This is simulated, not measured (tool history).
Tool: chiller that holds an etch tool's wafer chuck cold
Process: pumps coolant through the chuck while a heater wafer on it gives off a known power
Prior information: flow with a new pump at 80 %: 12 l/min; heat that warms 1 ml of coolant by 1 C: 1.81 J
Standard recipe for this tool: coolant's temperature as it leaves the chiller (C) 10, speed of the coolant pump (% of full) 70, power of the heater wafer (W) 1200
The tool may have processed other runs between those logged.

run,hour,coolant's temperature as it leaves the chiller (C),speed of the coolant pump (% of full),power of the heater wafer (W),chuck's temperature once it has settled (C),how much warmer the coolant comes back (C)
1,0,10,70,1200,22.95,3.79
2,136.5,9,70,1200,22.02,3.83
3,214.5,9,70,1200,21.93,3.82
4,346.7,9,70,1200,21.92,3.84
5,415.3,9,70,1200,21.97,3.85
6,559,9,70,1200,21.81,3.85
7,636,9,70,1200,21.8,3.81
8,749.8,9,70,1200,21.84,3.85
9,885.7,9,80,1200,20.79,3.32
10,983.7,9,80,1200,20.82,3.3
11,1111.4,10,70,1337,24.28,4.28
12,1260.7,10,70,1200,22.77,3.86
# hour 1343.7: chiller's thermometer calibrated
13,1388.7,10,70,1200,22.67,3.85
14,1470.6,10,70,1200,22.8,3.83
15,1536.6,14,63,1200,27.79,4.35
16,1647.2,19,82,775,26.37,2.08
17,1746.5,11,70,1037,22.06,3.35
18,1890.4,11,70,1037,22.04,3.31
19,1993.5,16,95,1037,25.19,2.39
20,2152.4,5,70,1200,17.68,3.85
21,2246.1,12,84,804,19.59,2.08
22,2372.4,10,100,1200,20.27,2.57
23,2482.9,5,70,1200,17.63,3.83
24,2642.2,5,66,1200,18.19,4.12
25,2776.8,5,66,1200,18.28,4.13
26,2921.8,5,66,1200,18.34,4.1
27,3072.3,5,66,1200,18.21,4.11
28,3139.6,7,68,1039,18.09,3.46

Consider 5 possible next runs. They are alternatives, not a sequence: every one starts from the tool as it was left by run 28. What does each give?
A,3294.2,11,73,871,?,?
B,3294.2,7,63,814,?,?
C,3294.2,7,89,1039,?,?
D,3294.2,5,68,959,?,?
E,3294.2,10,80,1200,?,?

run,chuck's temperature once it has settled (C),how much warmer the coolant comes back (C)
A,19.85,2.68
B,16.15,2.92
C,16.46,2.54
D,15.29,3.16
E,21.57,3.29
What these runs would have given with no unlogged condition in the tool:
run,chuck's temperature once it has settled (C),how much warmer the coolant comes back (C)
A,20.16,2.68
B,16.46,2.92
C,16.77,2.54
D,15.6,3.15
E,21.87,3.29

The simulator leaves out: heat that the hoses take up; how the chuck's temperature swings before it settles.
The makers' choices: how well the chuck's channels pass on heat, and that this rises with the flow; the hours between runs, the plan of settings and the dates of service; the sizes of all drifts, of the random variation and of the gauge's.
